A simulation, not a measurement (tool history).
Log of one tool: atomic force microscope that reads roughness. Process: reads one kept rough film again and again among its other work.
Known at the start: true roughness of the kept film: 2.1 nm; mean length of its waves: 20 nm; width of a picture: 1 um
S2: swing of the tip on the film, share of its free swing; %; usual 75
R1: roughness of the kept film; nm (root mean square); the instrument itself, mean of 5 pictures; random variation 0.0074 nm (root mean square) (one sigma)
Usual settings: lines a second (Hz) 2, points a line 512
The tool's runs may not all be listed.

{"run": 1, "hour": 0.0, "lines a second (Hz)": 2, "S2": 75, "points a line": 512, "R1": 1.54}
{"run": 2, "hour": 59.9, "lines a second (Hz)": 2, "S2": 75, "points a line": 512, "R1": 1.548}
{"run": 3, "hour": 112.6, "lines a second (Hz)": 2, "S2": 75, "points a line": 512, "R1": 1.548}
{"run": 4, "hour": 173.2, "lines a second (Hz)": 1.39, "S2": 75, "points a line": 512, "R1": 1.616}
{"run": 5, "hour": 237.5, "lines a second (Hz)": 1.39, "S2": 75, "points a line": 316, "R1": 1.59}
{"run": 6, "hour": 286.7, "lines a second (Hz)": 1.39, "S2": 75, "points a line": 316, "R1": 1.586}
{"run": 7, "hour": 318.3, "lines a second (Hz)": 1.39, "S2": 57, "points a line": 316, "R1": 1.715}
{"run": 8, "hour": 378.1, "lines a second (Hz)": 1.39, "S2": 57, "points a line": 316, "R1": 1.72}
{"run": 9, "hour": 411.2, "lines a second (Hz)": 1.39, "S2": 57, "points a line": 316, "R1": 1.715}
{"run": 10, "hour": 447.9, "lines a second (Hz)": 1.39, "S2": 57, "points a line": 316, "R1": 1.721}
{"run": 11, "hour": 483.4, "lines a second (Hz)": 1.39, "S2": 57, "points a line": 316, "R1": 1.72}
{"run": 12, "hour": 526.8, "lines a second (Hz)": 2, "S2": 75, "points a line": 790, "R1": 1.552}
{"run": 13, "hour": 598.9, "lines a second (Hz)": 2, "S2": 75, "points a line": 790, "R1": 1.545}
{"run": 14, "hour": 654.9, "lines a second (Hz)": 2, "S2": 75, "points a line": 790, "R1": 1.554}
{"run": 15, "hour": 722.8, "lines a second (Hz)": 2, "S2": 75, "points a line": 790, "R1": 1.555}
{"run": 16, "hour": 768.7, "lines a second (Hz)": 2, "S2": 75, "points a line": 790, "R1": 1.559}
{"run": 17, "hour": 813.4, "lines a second (Hz)": 2, "S2": 75, "points a line": 790, "R1": 1.541}
{"run": 18, "hour": 883.3, "lines a second (Hz)": 0.66, "S2": 75, "points a line": 512, "R1": 1.713}
{"run": 19, "hour": 945.5, "lines a second (Hz)": 0.66, "S2": 75, "points a line": 512, "R1": 1.727}
{"run": 20, "hour": 999.9, "lines a second (Hz)": 0.65, "S2": 85, "points a line": 663, "R1": 1.667}
{"run": 21, "hour": 1043.1, "lines a second (Hz)": 2.42, "S2": 81, "points a line": 600, "R1": 1.409}
{"run": 22, "hour": 1100.9, "lines a second (Hz)": 0.9, "S2": 84, "points a line": 473, "R1": 1.616}
{"run": 23, "hour": 1160.5, "lines a second (Hz)": 2.3, "S2": 67, "points a line": 473, "R1": 1.597}
{"run": 24, "hour": 1218.8, "lines a second (Hz)": 1.24, "S2": 80, "points a line": 447, "R1": 1.582}
{"run": 25, "hour": 1263.1, "lines a second (Hz)": 1.24, "S2": 80, "points a line": 447, "R1": 1.591}
{"run": 26, "hour": 1301.9, "lines a second (Hz)": 0.63, "S2": 90, "points a line": 746, "R1": 1.64}
{"run": 27, "hour": 1341.7, "lines a second (Hz)": 0.55, "S2": 75, "points a line": 465, "R1": 1.73}

Not shown: 8 entries that the log had between the listed runs. Between which runs, and how does the tool's hidden state differ before and after?
Between runs 4 and 5: new tip fitted (hour 178.6)
  radius of the tip, nm: 7.3 -> 7.1
  measured less the result without the state, R1: -0.008 -> -0.004 nm (root mean square)
Between runs 7 and 8: new tip fitted (hour 362.9)
  radius of the tip, nm: 7.2 -> 7; height scale over the true one, %: -0.02 -> -0.03
  measured less the result without the state, R1: -0.008 -> -0.001 nm (root mean square)
Between runs 12 and 13: new tip fitted (hour 544)
  radius of the tip, nm: 7.3 -> 7.1
  measured less the result without the state, R1: -0.008 -> -0.003 nm (root mean square)
Between runs 15 and 16: new tip fitted (hour 727.1)
  radius of the tip, nm: 7.3 -> 7.1
  measured less the result without the state, R1: -0.009 -> -0.003 nm (root mean square)
Between runs 18 and 19: new tip fitted (hour 907.3); height scale calibrated on a step standard (hour 913.5)
  radius of the tip, nm: 7.3 -> 7.1; height scale over the true one, %: -0.03 -> 0
  measured less the result without the state, R1: -0.01 -> -0.002 nm (root mean square)
Between runs 21 and 22: new tip fitted (hour 1092.7)
  radius of the tip, nm: 7.2 -> 7; height scale over the true one, %: 0 -> -0.01
  measured less the result without the state, R1: -0.006 -> +0 nm (root mean square)
Between runs 25 and 26: new tip fitted (hour 1274.6)
  radius of the tip, nm: 7.3 -> 7.1
  measured less the result without the state, R1: -0.008 -> -0.001 nm (root mean square)
